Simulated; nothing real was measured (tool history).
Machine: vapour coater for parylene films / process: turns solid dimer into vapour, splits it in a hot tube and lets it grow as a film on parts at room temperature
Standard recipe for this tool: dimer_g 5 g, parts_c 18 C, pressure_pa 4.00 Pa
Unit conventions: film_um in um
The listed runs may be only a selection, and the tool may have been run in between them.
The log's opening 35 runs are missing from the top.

run	hour	dimer_g	parts_c	pressure_pa	film_um
36	1115.0	3	23	10.93	0.67
37	1161.2	7	12	4.00	2.37
# hour 1172.3: trap's valve overhauled
38	1206.4	8	16	2.86	2.96
39	1243.5	8	16	2.86	2.88
40	1265.7	8	16	2.86	2.89
41	1311.7	8	16	2.86	2.84
42	1350.7	9	19	2.40	2.97
43	1395.9	6	18	5.75	1.85
44	1422.9	4	27	5.49	0.93
45	1444.8	4	27	5.49	0.96
46	1494.2	8	18	4.00	2.53

Below are 3 alternative next runs, each starting from the tool's condition after run 46. Predict each:
A	1526.6	5	15	6.21	?
B	1526.6	2	13	5.78	?
C	1526.6	4	18	4.00	?

run	film_um
A	1.56
B	0.67
C	1.23
Without the tool's unlogged condition, the same runs would have read:
run	film_um
A	1.67
B	0.72
C	1.32
